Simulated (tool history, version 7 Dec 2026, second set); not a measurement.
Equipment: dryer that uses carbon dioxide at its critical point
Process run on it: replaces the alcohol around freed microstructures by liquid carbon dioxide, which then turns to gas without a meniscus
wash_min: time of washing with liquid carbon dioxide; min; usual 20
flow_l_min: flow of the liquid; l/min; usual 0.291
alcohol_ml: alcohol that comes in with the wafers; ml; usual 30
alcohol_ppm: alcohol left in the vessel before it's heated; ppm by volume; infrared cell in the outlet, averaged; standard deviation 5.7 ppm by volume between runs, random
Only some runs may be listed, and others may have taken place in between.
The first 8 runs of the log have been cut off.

run 9 day=11.425 | wash_min=20 flow_l_min=0.291 alcohol_ml=30 | alcohol_ppm=388
run 10 day=12.242 | wash_min=20 flow_l_min=0.291 alcohol_ml=30 | alcohol_ppm=384
run 11 day=13.292 | wash_min=20 flow_l_min=0.291 alcohol_ml=30 | alcohol_ppm=405
run 12 day=14.712 | wash_min=20 flow_l_min=0.291 alcohol_ml=30 | alcohol_ppm=412
run 13 day=16.458 | wash_min=20 flow_l_min=0.291 alcohol_ml=30 | alcohol_ppm=424
run 14 day=18.033 | wash_min=20 flow_l_min=0.291 alcohol_ml=30 | alcohol_ppm=437
run 15 day=18.996 | wash_min=20 flow_l_min=0.291 alcohol_ml=30 | alcohol_ppm=460
run 16 day=20.271 | wash_min=20 flow_l_min=0.291 alcohol_ml=30 | alcohol_ppm=471
run 17 day=21.875 | wash_min=20 flow_l_min=0.291 alcohol_ml=30 | alcohol_ppm=474
run 18 day=23.542 | wash_min=21 flow_l_min=0.291 alcohol_ml=30 | alcohol_ppm=443
run 19 day=25.433 | wash_min=21 flow_l_min=0.291 alcohol_ml=30 | alcohol_ppm=447
-- day=26.5 inlet filter changed
run 20 day=27.067 | wash_min=21 flow_l_min=0.291 alcohol_ml=30 | alcohol_ppm=339
-- day=28.617 purifier's bed changed
run 21 day=28.779 | wash_min=20 flow_l_min=0.209 alcohol_ml=30 | alcohol_ppm=756
run 22 day=29.938 | wash_min=20 flow_l_min=0.209 alcohol_ml=30 | alcohol_ppm=803
run 23 day=31.35 | wash_min=20 flow_l_min=0.209 alcohol_ml=30 | alcohol_ppm=835
run 24 day=32.271 | wash_min=20 flow_l_min=0.196 alcohol_ml=30 | alcohol_ppm=1021
run 25 day=33.533 | wash_min=31 flow_l_min=0.196 alcohol_ml=86 | alcohol_ppm=508
run 26 day=35.2 | wash_min=20 flow_l_min=0.241 alcohol_ml=98 | alcohol_ppm=1726
run 27 day=36.404 | wash_min=20 flow_l_min=0.241 alcohol_ml=98 | alcohol_ppm=1757
run 28 day=37.792 | wash_min=32 flow_l_min=0.413 alcohol_ml=20 | alcohol_ppm=34
run 29 day=39.346 | wash_min=14 flow_l_min=0.413 alcohol_ml=20 | alcohol_ppm=217
run 30 day=40.612 | wash_min=21 flow_l_min=0.452 alcohol_ml=86 | alcohol_ppm=82
run 31 day=41.404 | wash_min=20 flow_l_min=0.291 alcohol_ml=117 | alcohol_ppm=1078

Forecast run 32:
run 32 day=42.654 | wash_min=20 flow_l_min=0.405 alcohol_ml=30 | alcohol_ppm=?

{"run 32": {"alcohol_ppm": 94}}
On a tool with no hidden condition, and with the same random variation, this run would have come out at alcohol_ppm 36 ppm by volume.
